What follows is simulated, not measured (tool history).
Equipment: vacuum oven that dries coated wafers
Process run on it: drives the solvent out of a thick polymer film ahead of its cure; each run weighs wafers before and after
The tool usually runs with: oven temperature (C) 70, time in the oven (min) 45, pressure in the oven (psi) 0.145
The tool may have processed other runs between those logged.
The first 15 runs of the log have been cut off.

run,hour,oven temperature (C),time in the oven (min),pressure in the oven (psi),solvent left in the film (%)
16,1513.8,70,45,0.145,1.56
# hour 1596.7: vacuum gauge cleaned of residue and calibrated
17,1643.2,70,45,0.145,1.59
18,1712.1,70,45,0.145,1.57
19,1775.4,70,45,0.145,1.59
20,1850.1,64,80,0.107,1.31
21,1913.9,78,33,0.496,2.44
22,2042.2,78,33,0.496,2.44
23,2174.7,75,23,0.120,2.16
24,2266.5,70,48,0.145,1.42
# hour 2320.3: oven's thermocouples calibrated
25,2326.6,70,48,0.145,1.44
26,2448.5,70,48,0.145,1.43
27,2577.8,70,51,0.145,1.35
28,2650.1,60,45,0.088,4.24
29,2737.0,69,30,0.576,5.61
30,2819.2,69,30,0.576,5.56
31,2916.2,69,68,0.377,2.55
32,3029.4,82,68,0.377,1.42
33,3160.4,82,68,0.377,1.40
34,3236.5,82,68,0.377,1.40
35,3317.6,81,31,0.145,0.69
# hour 3343.8: oven's thermocouples calibrated
36,3449.6,81,31,0.145,0.70
37,3543.6,79,50,0.145,0.63

Consider 3 possible next runs. They are alternatives, not a sequence: every one starts from the tool as it was left by run 37. What does each give?
A,3605.9,70,30,0.502,?
B,3605.9,79,34,0.131,?
C,3605.9,59,32,0.457,?

run,solvent left in the film (%)
A,4.73
B,0.77
C,9.10
Without the tool's hidden state the same runs would have given:
run,solvent left in the film (%)
A,4.73
B,0.77
C,9.10
